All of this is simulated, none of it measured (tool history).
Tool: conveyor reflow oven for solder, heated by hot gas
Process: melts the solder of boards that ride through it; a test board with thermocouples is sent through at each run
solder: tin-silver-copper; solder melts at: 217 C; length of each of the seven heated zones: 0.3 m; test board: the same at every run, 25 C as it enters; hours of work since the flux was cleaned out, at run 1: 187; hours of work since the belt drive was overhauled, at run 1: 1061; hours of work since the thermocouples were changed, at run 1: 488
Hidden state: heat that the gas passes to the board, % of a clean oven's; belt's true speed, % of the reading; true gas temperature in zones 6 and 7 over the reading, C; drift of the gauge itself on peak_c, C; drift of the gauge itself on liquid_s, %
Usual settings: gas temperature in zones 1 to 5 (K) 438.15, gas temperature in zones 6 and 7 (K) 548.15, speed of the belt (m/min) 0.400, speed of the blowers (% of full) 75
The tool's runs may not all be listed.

run   hour  gas temperature in zones 1 to 5 (K)  gas temperature in zones 6 and 7 (K)  speed of the belt (m/min)  speed of the blowers (% of full)  hours of work since the flux was cleaned out  hours of work since the belt drive was overhauled  hours of work since the thermocouples were changed  highest temperature of the board (K)  time above the solder's melting point (s)
  1    0.0                               438.15                                548.15                      0.400                                75                                           187                                               1061                                                 488                                536.75                                       74.3
  2   46.6                               438.15                                548.15                      0.400                                75                                           223                                               1098                                                 525                                536.55                                       74.2
  3   68.6                               438.15                                550.15                      0.400                                75                                           241                                               1115                                                 542                                537.95                                       75.2
  4  110.5                               438.15                                560.15                      0.400                                75                                           274                                               1148                                                 575                                547.25                                       80.1
     122.4  -- flux residue cleaned out of gas plates and filters
  5  139.7                               438.15                                556.15                      0.400                                75                                            14                                               1167                                                 594                                543.55                                       78.0
  6  172.5                               438.15                                556.15                      0.400                                75                                            39                                               1193                                                 620                                543.45                                       78.2
  7  203.9                               438.15                                556.15                      0.400                                75                                            64                                               1218                                                 644                                543.65                                       78.1
     230.6  -- belt drive overhauled, speed set with a stopwatch
  8  241.1                               438.15                                543.15                      0.400                                75                                            90                                                  8                                                 670                                530.85                                       68.5
  9  278.6                               434.15                                548.15                      0.429                                65                                           120                                                 38                                                 700                                530.15                                       61.5
 10  321.0                               438.15                                548.15                      0.400                                75                                           153                                                 71                                                 733                                534.75                                       71.3
 11  352.2                               430.15                                548.15                      0.471                                75                                           178                                                 96                                                 758                                527.05                                       51.9
 12  377.9                               448.15                                548.15                      0.471                                75                                           198                                                116                                                 778                                530.35                                       60.4
 13  402.3                               448.15                                548.15                      0.471                                75                                           217                                                135                                                 797                                530.75                                       60.4
     415.3  -- flux residue cleaned out of gas plates and filters, once more
 14  429.6                               448.15                                548.15                      0.423                                75                                            11                                                153                                                 815                                538.65                                       73.7
 15  476.7                               442.15                                548.15                      0.369                                59                                            48                                                190                                                 852                                539.55                                       82.9
 16  515.4                               442.15                                548.15                      0.369                                59                                            79                                                220                                                 882                                539.15                                       82.8

Forecast each of these 5 alternatives for the next run:
     544.9  -- thermocouples of zones 6 and 7 changed
  A  550.9                               433.15                                548.15                      0.369                                86                                           105                                                246                                                   5                                     ?                                          ?
     544.9  -- thermocouples of zones 6 and 7 changed
  B  550.9                               442.15                                536.15                      0.446                                59                                           105                                                246                                                   5                                     ?                                          ?
     544.9  -- thermocouples of zones 6 and 7 changed
  C  550.9                               442.15                                548.15                      0.400                                75                                           105                                                246                                                   5                                     ?                                          ?
     544.9  -- thermocouples of zones 6 and 7 changed
  D  550.9                               427.15                                554.15                      0.352                                59                                           105                                                246                                                   5                                     ?                                          ?
     544.9  -- thermocouples of zones 6 and 7 changed
  E  550.9                               436.15                                537.15                      0.465                                59                                           105                                                246                                                   5                                     ?                                          ?

run  highest temperature of the board (K)  time above the solder's melting point (s)
  A                                538.25                                       79.9
  B                                519.25                                       53.2
  C                                535.45                                       74.5
  D                                541.05                                       83.0
  E                                517.25                                       46.8
Without the tool's hidden state the same runs would have given:
run  highest temperature of the board (K)  time above the solder's melting point (s)
  A                                538.95                                       80.3
  B                                519.95                                       53.8
  C                                536.15                                       74.8
  D                                541.75                                       83.2
  E                                518.05                                       47.5
